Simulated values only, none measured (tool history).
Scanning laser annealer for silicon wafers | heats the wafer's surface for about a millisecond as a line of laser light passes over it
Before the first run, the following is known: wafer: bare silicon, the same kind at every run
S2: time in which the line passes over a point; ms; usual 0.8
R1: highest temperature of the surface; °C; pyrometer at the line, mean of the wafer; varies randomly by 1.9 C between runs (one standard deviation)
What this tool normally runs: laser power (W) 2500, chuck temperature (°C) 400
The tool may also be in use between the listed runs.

{"run": 1, "hour": 0.0, "laser power (W)": 2500, "S2": 0.8, "chuck temperature (°C)": 400, "R1": 1222}
{"run": 2, "hour": 24.4, "laser power (W)": 2500, "S2": 0.8, "chuck temperature (°C)": 400, "R1": 1224}
{"run": 3, "hour": 46.8, "laser power (W)": 2500, "S2": 0.8, "chuck temperature (°C)": 440, "R1": 1261}
{"run": 4, "hour": 66.7, "laser power (W)": 2500, "S2": 0.8, "chuck temperature (°C)": 440, "R1": 1262}
{"run": 5, "hour": 87.8, "laser power (W)": 2500, "S2": 0.8, "chuck temperature (°C)": 440, "R1": 1262}
{"run": 6, "hour": 110.6, "laser power (W)": 2339, "S2": 0.8, "chuck temperature (°C)": 400, "R1": 1161}

The next listed run, before its measurement:
{"run": 7, "hour": 126.4, "laser power (W)": 2500, "S2": 0.8, "chuck temperature (°C)": 400, "R1": "?"}

R1: 1218 °C
Were there no unlogged condition in the tool, this run, its random variation unchanged, would have produced R1 1245 °C.
